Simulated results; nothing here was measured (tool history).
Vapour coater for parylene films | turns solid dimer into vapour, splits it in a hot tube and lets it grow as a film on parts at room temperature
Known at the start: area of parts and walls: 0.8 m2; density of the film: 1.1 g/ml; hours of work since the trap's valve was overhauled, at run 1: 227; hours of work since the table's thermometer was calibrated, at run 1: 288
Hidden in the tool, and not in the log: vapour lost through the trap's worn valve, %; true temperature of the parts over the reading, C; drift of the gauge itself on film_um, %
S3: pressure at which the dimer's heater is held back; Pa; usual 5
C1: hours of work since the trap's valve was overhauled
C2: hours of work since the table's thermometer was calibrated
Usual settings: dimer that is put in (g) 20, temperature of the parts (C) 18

Run 1, hour 0: usual settings; C1 227; C2 288. Result: thickness of the film (µm) 11.29.
Run 2, hour 14.2: usual settings but temperature of the parts (C) 10; C1 235; C2 296. Result: thickness of the film (µm) 13.91.
Run 3, hour 28.8: usual settings but temperature of the parts (C) 10; C1 242; C2 304. Result: thickness of the film (µm) 13.97.
Run 4, hour 41.3: usual settings but temperature of the parts (C) 10; C1 249; C2 310. Result: thickness of the film (µm) 14.15.
Run 5, hour 53.5: usual settings but temperature of the parts (C) 10; C1 255; C2 316. Result: thickness of the film (µm) 13.85.
Run 6, hour 65: usual settings but temperature of the parts (C) 10; C1 261; C2 322. Result: thickness of the film (µm) 14.14.
Run 7, hour 76: usual settings but temperature of the parts (C) 25; C1 267; C2 328. Result: thickness of the film (µm) 9.12.
Run 8, hour 85.7: usual settings but S3 10.85 Pa; C1 272; C2 333. Result: thickness of the film (µm) 10.33.
Run 9, hour 94.1: usual settings but dimer that is put in (g) 31, S3 3.17 Pa; C1 276; C2 338. Result: thickness of the film (µm) 17.52.
Run 10, hour 109.4: usual settings but dimer that is put in (g) 31, S3 3.17 Pa; C1 284; C2 346. Result: thickness of the film (µm) 17.83.
Run 11, hour 116.9: usual settings but dimer that is put in (g) 16, temperature of the parts (C) 11, S3 3.9 Pa; C1 288; C2 350. Result: thickness of the film (µm) 10.99.
Run 12, hour 129.7: usual settings but dimer that is put in (g) 23, temperature of the parts (C) 29; C1 295; C2 356. Result: thickness of the film (µm) 9.34.
Run 13, hour 145.4: usual settings but dimer that is put in (g) 23, temperature of the parts (C) 28, S3 9.61 Pa; C1 303; C2 365. Result: thickness of the film (µm) 8.99.
Run 14, hour 155.7: usual settings but dimer that is put in (g) 18, temperature of the parts (C) 13, S3 4.09 Pa; C1 309; C2 370. Result: thickness of the film (µm) 11.33.
Run 15, hour 163.9: usual settings but dimer that is put in (g) 18, temperature of the parts (C) 13, S3 4.09 Pa; C1 313; C2 374. Result: thickness of the film (µm) 11.3.

Forecast each of these 5 alternatives for the next run:
Run A, hour 175.3: usual settings but dimer that is put in (g) 36, temperature of the parts (C) 15, S3 4.09 Pa; C1 319; C2 380. Result: thickness of the film (µm) ?.
Run B, hour 175.3: usual settings but dimer that is put in (g) 17, temperature of the parts (C) 11, S3 2.41 Pa; C1 319; C2 380. Result: thickness of the film (µm) ?.
Run C, hour 175.3: usual settings but temperature of the parts (C) 17; C1 319; C2 380. Result: thickness of the film (µm) ?.
Run D, hour 175.3: usual settings but dimer that is put in (g) 24, temperature of the parts (C) 16, S3 9.37 Pa; C1 319; C2 380. Result: thickness of the film (µm) ?.
Run E, hour 175.3: usual settings but dimer that is put in (g) 11, temperature of the parts (C) 24, S3 2.54 Pa; C1 319; C2 380. Result: thickness of the film (µm) ?.

run  thickness of the film (µm)
  A                       21.63
  B                       11.62
  C                       11.18
  D                       13.16
  E                        5.34
Without the tool's hidden state the same runs would have given:
run  thickness of the film (µm)
  A                       24.29
  B                       13.05
  C                       12.55
  D                       14.78
  E                           6

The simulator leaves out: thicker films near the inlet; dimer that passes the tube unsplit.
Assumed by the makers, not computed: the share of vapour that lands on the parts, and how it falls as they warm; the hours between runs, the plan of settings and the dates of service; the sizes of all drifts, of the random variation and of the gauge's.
